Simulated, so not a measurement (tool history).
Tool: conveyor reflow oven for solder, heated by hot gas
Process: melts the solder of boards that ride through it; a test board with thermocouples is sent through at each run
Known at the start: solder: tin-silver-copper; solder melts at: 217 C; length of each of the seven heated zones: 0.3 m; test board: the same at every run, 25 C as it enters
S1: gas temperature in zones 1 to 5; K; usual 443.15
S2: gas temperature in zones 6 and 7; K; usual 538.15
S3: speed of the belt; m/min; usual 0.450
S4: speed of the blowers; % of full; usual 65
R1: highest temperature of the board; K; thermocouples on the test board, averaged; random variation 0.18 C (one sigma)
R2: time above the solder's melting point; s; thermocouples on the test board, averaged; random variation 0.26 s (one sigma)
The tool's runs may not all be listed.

run	hour	S1	S2	S3	S4	R1	R2
1	0.0	443.15	538.15	0.450	65	519.85	52.7
2	22.4	443.15	538.15	0.450	65	519.55	52.9
3	52.3	443.15	538.15	0.450	65	519.65	53.0
4	85.7	443.15	538.15	0.450	65	519.45	52.8
5	100.0	443.15	538.15	0.450	65	519.35	52.6
6	126.9	443.15	538.15	0.450	65	519.15	52.7
7	157.6	443.15	538.15	0.450	65	519.35	52.1
# hour 182.7: flux residue cleaned out of gas plates and filters
8	187.5	436.15	553.15	0.450	65	532.75	60.3
9	209.5	443.15	530.15	0.450	87	518.85	54.3
10	243.5	443.15	545.15	0.368	87	537.05	82.7
11	275.7	443.15	545.15	0.368	87	537.05	82.4

Forecast run 12:
12	290.1	451.15	537.15	0.368	87	?	?

{"run 12": {"R1": 530.55, "R2": 82.1}}
Without the tool's hidden state the same run would have given R1 530.65 K, R2 82.2 s.
